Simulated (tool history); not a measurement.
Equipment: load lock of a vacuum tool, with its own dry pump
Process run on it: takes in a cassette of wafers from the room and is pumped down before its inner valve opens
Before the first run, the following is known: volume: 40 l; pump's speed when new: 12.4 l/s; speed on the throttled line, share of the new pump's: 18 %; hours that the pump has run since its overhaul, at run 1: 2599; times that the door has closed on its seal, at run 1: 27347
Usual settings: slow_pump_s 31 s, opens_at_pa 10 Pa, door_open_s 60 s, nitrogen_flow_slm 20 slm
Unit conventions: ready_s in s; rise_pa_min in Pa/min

| run | hour | slow_pump_s | opens_at_pa | door_open_s | nitrogen_flow_slm | hours that the pump has run since its overhaul | times that the door has closed on its seal | incoming humidity of the room's air, % | ready_s | rise_pa_min |
|---|---|---|---|---|---|---|---|---|---|---|
| 1 | 0.0 | 31 | 10 | 60 | 20 | 2599 | 27347 | 46.5 | 56.0 | 0.157 |
| 2 | 194.7 | 31 | 9 | 60 | 20 | 2794 | 28064 | 46.9 | 56.9 | 0.160 |
| 3 | 417.4 | 31 | 9 | 60 | 20 | 3016 | 28883 | 43.3 | 57.3 | 0.161 |
| 4 | 594.1 | 31 | 9 | 60 | 20 | 3193 | 29533 | 45.9 | 56.6 | 0.171 |
| 5 | 763.6 | 31 | 9 | 60 | 20 | 3362 | 30157 | 41.7 | 57.1 | 0.172 |
| 6 | 983.1 | 31 | 9 | 60 | 20 | 3582 | 30965 | 45.5 | 57.0 | 0.182 |
| 7 | 1160.2 | 31 | 9 | 60 | 20 | 3759 | 31616 | 46.9 | 58.1 | 0.189 |
| 8 | 1256.1 | 31 | 9 | 60 | 20 | 3855 | 31969 | 47.1 | 57.4 | 0.184 |
| 9 | 1351.6 | 31 | 9 | 60 | 20 | 3951 | 32321 | 47.6 | 58.6 | 0.192 |
| 10 | 1554.8 | 31 | 9 | 60 | 20 | 4154 | 33068 | 42.3 | 56.9 | 0.197 |
| 11 | 1658.4 | 31 | 9 | 177 | 20 | 4257 | 33450 | 41.3 | 57.2 | 0.217 |
| 12 | 1853.2 | 31 | 10 | 60 | 20 | 4452 | 34166 | 41.9 | 57.6 | 0.199 |
| 13 | 2072.1 | 31 | 10 | 60 | 20 | 4671 | 34972 | 48.1 | 58.2 | 0.213 |
| 14 | 2229.1 | 31 | 10 | 26 | 20 | 4828 | 35549 | 46.8 | 57.0 | 0.204 |
| 15 | 2344.5 | 31 | 10 | 26 | 20 | 4943 | 35974 | 44.4 | 56.8 | 0.212 |
| 16 | 2562.9 | 26 | 19 | 93 | 14 | 5162 | 36778 | 45.4 | 50.7 | 0.239 |
| 17 | 2690.3 | 31 | 10 | 60 | 14 | 5289 | 37246 | 44.2 | 57.9 | 0.231 |
| 18 | 2861.5 | 36 | 10 | 60 | 20 | 5460 | 37876 | 45.7 | 61.4 | 0.236 |
| 19 | 3093.8 | 29 | 10 | 60 | 23 | 5693 | 38731 | 48.4 | 56.2 | 0.238 |
| 20 | 3258.9 | 21 | 14 | 156 | 19 | 5858 | 39339 | 45.3 | 48.7 | 0.255 |
| 21 | 3410.9 | 17 | 16 | 31 | 27 | 6010 | 39898 | 43.4 | 45.3 | 0.247 |
| 22 | 3540.1 | 17 | 17 | 31 | 27 | 6139 | 40373 | 45.6 | 45.3 | 0.247 |
| 23 | 3641.2 | 43 | 17 | 31 | 4 | 6240 | 40745 | 43.8 | 66.3 | 0.275 |

The next listed run, before its measurement:
| 24 | 3789.8 | 31 | 9 | 60 | 20 | 6389 | 41292 | 45.9 | ? | ? |

{"run 24": {"ready_s": 59.1, "rise_pa_min": 0.264}}
Were there no unlogged condition in the tool, this run, its random variation unchanged, would have produced ready_s 55.6 s, rise_pa_min 0.029 Pa/min.
